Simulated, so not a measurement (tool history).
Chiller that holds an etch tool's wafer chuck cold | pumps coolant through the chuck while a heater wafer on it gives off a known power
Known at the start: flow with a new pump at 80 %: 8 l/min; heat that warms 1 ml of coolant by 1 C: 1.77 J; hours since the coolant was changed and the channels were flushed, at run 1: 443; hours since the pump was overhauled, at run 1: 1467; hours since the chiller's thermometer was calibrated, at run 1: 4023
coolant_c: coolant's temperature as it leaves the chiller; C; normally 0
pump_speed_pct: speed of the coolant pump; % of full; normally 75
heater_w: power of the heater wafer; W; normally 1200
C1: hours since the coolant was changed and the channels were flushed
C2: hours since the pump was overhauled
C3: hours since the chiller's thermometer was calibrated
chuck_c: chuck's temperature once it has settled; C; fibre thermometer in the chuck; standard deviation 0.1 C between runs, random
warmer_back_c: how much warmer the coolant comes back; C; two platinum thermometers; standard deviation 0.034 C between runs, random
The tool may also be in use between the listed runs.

{"run": 1, "hour": 0.0, "coolant_c": 0, "pump_speed_pct": 75, "heater_w": 1200, "C1": 443, "C2": 1467, "C3": 4023, "chuck_c": 9.7, "warmer_back_c": 5.43}
{"hour": 21.2, "done": "chiller's thermometer calibrated"}
{"run": 2, "hour": 33.8, "coolant_c": 0, "pump_speed_pct": 75, "heater_w": 1200, "C1": 476, "C2": 1500, "C3": 13, "chuck_c": 9.6, "warmer_back_c": 5.5}
{"run": 3, "hour": 58.9, "coolant_c": 0, "pump_speed_pct": 75, "heater_w": 1200, "C1": 501, "C2": 1525, "C3": 38, "chuck_c": 9.4, "warmer_back_c": 5.41}
{"run": 4, "hour": 101.5, "coolant_c": 0, "pump_speed_pct": 75, "heater_w": 1200, "C1": 544, "C2": 1567, "C3": 80, "chuck_c": 9.8, "warmer_back_c": 5.38}
{"run": 5, "hour": 148.2, "coolant_c": 0, "pump_speed_pct": 75, "heater_w": 1200, "C1": 590, "C2": 1614, "C3": 127, "chuck_c": 9.6, "warmer_back_c": 5.41}
{"run": 6, "hour": 169.6, "coolant_c": 0, "pump_speed_pct": 75, "heater_w": 1200, "C1": 612, "C2": 1635, "C3": 148, "chuck_c": 9.7, "warmer_back_c": 5.4}
{"run": 7, "hour": 208.3, "coolant_c": 0, "pump_speed_pct": 75, "heater_w": 1200, "C1": 651, "C2": 1674, "C3": 187, "chuck_c": 9.6, "warmer_back_c": 5.41}
{"run": 8, "hour": 237.0, "coolant_c": 0, "pump_speed_pct": 75, "heater_w": 1200, "C1": 679, "C2": 1703, "C3": 216, "chuck_c": 9.5, "warmer_back_c": 5.45}
{"run": 9, "hour": 264.6, "coolant_c": 0, "pump_speed_pct": 75, "heater_w": 1408, "C1": 707, "C2": 1730, "C3": 243, "chuck_c": 11.1, "warmer_back_c": 6.43}
{"run": 10, "hour": 292.8, "coolant_c": 0, "pump_speed_pct": 75, "heater_w": 1408, "C1": 735, "C2": 1759, "C3": 272, "chuck_c": 11.5, "warmer_back_c": 6.41}
{"run": 11, "hour": 314.6, "coolant_c": -10, "pump_speed_pct": 75, "heater_w": 865, "C1": 757, "C2": 1780, "C3": 293, "chuck_c": -3.0, "warmer_back_c": 3.93}
{"run": 12, "hour": 345.3, "coolant_c": -9, "pump_speed_pct": 84, "heater_w": 1448, "C1": 788, "C2": 1811, "C3": 324, "chuck_c": 1.2, "warmer_back_c": 5.75}
{"run": 13, "hour": 381.7, "coolant_c": 0, "pump_speed_pct": 75, "heater_w": 1391, "C1": 824, "C2": 1847, "C3": 360, "chuck_c": 11.1, "warmer_back_c": 6.33}
{"run": 14, "hour": 407.9, "coolant_c": 8, "pump_speed_pct": 81, "heater_w": 796, "C1": 850, "C2": 1874, "C3": 387, "chuck_c": 13.9, "warmer_back_c": 3.32}
{"run": 15, "hour": 434.9, "coolant_c": 5, "pump_speed_pct": 75, "heater_w": 1200, "C1": 877, "C2": 1901, "C3": 414, "chuck_c": 14.6, "warmer_back_c": 5.47}
{"run": 16, "hour": 475.8, "coolant_c": -2, "pump_speed_pct": 75, "heater_w": 1200, "C1": 918, "C2": 1942, "C3": 455, "chuck_c": 7.7, "warmer_back_c": 5.44}
{"run": 17, "hour": 504.6, "coolant_c": -2, "pump_speed_pct": 75, "heater_w": 1200, "C1": 947, "C2": 1970, "C3": 483, "chuck_c": 7.6, "warmer_back_c": 5.44}
{"run": 18, "hour": 525.1, "coolant_c": -2, "pump_speed_pct": 75, "heater_w": 1200, "C1": 967, "C2": 1991, "C3": 504, "chuck_c": 7.6, "warmer_back_c": 5.52}
{"run": 19, "hour": 551.0, "coolant_c": -2, "pump_speed_pct": 75, "heater_w": 1200, "C1": 993, "C2": 2017, "C3": 530, "chuck_c": 7.6, "warmer_back_c": 5.45}

Each row is a separate what-if for the run after 19, all from the same tool condition, not one after another. Results?
{"run": "A", "hour": 580.3, "coolant_c": -2, "pump_speed_pct": 65, "heater_w": 1200, "C1": 1023, "C2": 2046, "C3": 559, "chuck_c": "?", "warmer_back_c": "?"}
{"run": "B", "hour": 580.3, "coolant_c": -2, "pump_speed_pct": 93, "heater_w": 694, "C1": 1023, "C2": 2046, "C3": 559, "chuck_c": "?", "warmer_back_c": "?"}
{"run": "C", "hour": 580.3, "coolant_c": 0, "pump_speed_pct": 75, "heater_w": 1652, "C1": 1023, "C2": 2046, "C3": 559, "chuck_c": "?", "warmer_back_c": "?"}

run=A chuck_c=9.1 warmer_back_c=6.33
run=B chuck_c=2.4 warmer_back_c=2.47
run=C chuck_c=13.2 warmer_back_c=7.53
Without the tool's unlogged condition, the same runs would have read:
run=A chuck_c=9.1 warmer_back_c=6.32
run=B chuck_c=2.4 warmer_back_c=2.47
run=C chuck_c=13.2 warmer_back_c=7.52
